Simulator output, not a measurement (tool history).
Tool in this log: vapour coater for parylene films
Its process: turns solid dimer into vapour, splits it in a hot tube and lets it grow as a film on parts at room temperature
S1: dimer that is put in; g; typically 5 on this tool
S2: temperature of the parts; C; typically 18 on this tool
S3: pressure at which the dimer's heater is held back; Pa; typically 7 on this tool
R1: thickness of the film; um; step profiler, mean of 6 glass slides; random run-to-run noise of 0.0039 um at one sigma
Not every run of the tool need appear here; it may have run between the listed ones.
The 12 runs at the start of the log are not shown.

run	hour	S1	S2	S3	R1
13	202.7	5	23	7	0.754
14	222.8	5	18	7	0.955
15	247.9	5	18	2.05	1.242
16	268.4	5	18	2.05	1.237
17	280.9	5	18	3.37	1.117
18	298	3	29	7	0.343
19	309.9	3	29	5.07	0.364
20	323.8	3	29	5.07	0.361
21	346.6	9	22	3.52	1.64
22	361.1	9	22	3.52	1.64

Run 23 has not been measured yet. What should we expect?
23	383.1	3	22	4.02	?

R1: 0.531 um
On a tool with no hidden condition, and with the same random variation, this run would have come out at R1 0.537 um.
